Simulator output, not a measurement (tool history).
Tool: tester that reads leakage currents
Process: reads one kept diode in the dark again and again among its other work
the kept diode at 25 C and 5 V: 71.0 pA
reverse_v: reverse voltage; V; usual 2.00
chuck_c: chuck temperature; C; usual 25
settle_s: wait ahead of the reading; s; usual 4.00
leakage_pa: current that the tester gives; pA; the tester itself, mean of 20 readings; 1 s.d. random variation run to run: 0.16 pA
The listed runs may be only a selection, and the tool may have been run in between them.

run,day,reverse_v,chuck_c,settle_s,leakage_pa
1,0.000,2.00,25,4.00,50.58
2,0.962,19.15,25,4.00,122.72
3,2.342,19.15,25,4.00,122.17
4,3.475,19.15,25,4.00,122.85
5,5.533,19.15,25,4.00,121.73
6,6.912,19.15,25,4.00,123.24
7,7.904,19.15,25,4.00,122.76
8,9.367,19.15,25,4.00,122.43
9,10.742,19.15,25,4.00,122.50
10,12.412,2.00,20,4.00,31.26
11,13.938,2.00,20,4.00,31.38
12,15.958,2.00,25,4.00,50.14
13,17.771,2.00,45,4.00,291.84
14,19.679,2.00,25,5.39,49.71
15,21.233,2.00,45,6.35,291.31
16,22.092,9.73,23,6.35,77.58
17,23.971,1.34,33,2.30,89.24
18,25.100,2.31,48,5.95,392.51
19,26.525,2.38,43,4.00,261.58
20,27.804,2.65,33,0.84,114.77
21,28.904,12.90,51,9.48,944.00
22,30.488,2.00,25,3.48,49.58
23,31.383,14.88,25,4.28,110.69
24,33.029,14.88,25,4.28,110.65

Forecast each of these 5 alternatives for the next run:
A,34.454,2.00,32,1.84,?
B,34.454,13.44,29,0.63,?
C,34.454,2.00,21,0.59,?
D,34.454,1.23,25,0.87,?
E,34.454,2.00,52,1.54,?

run,leakage_pa
A,94.19
B,151.98
C,34.45
D,41.24
E,509.11
With no hidden state in the tool, these same runs would have given:
run,leakage_pa
A,97.07
B,150.39
C,34.83
D,42.37
E,527.17
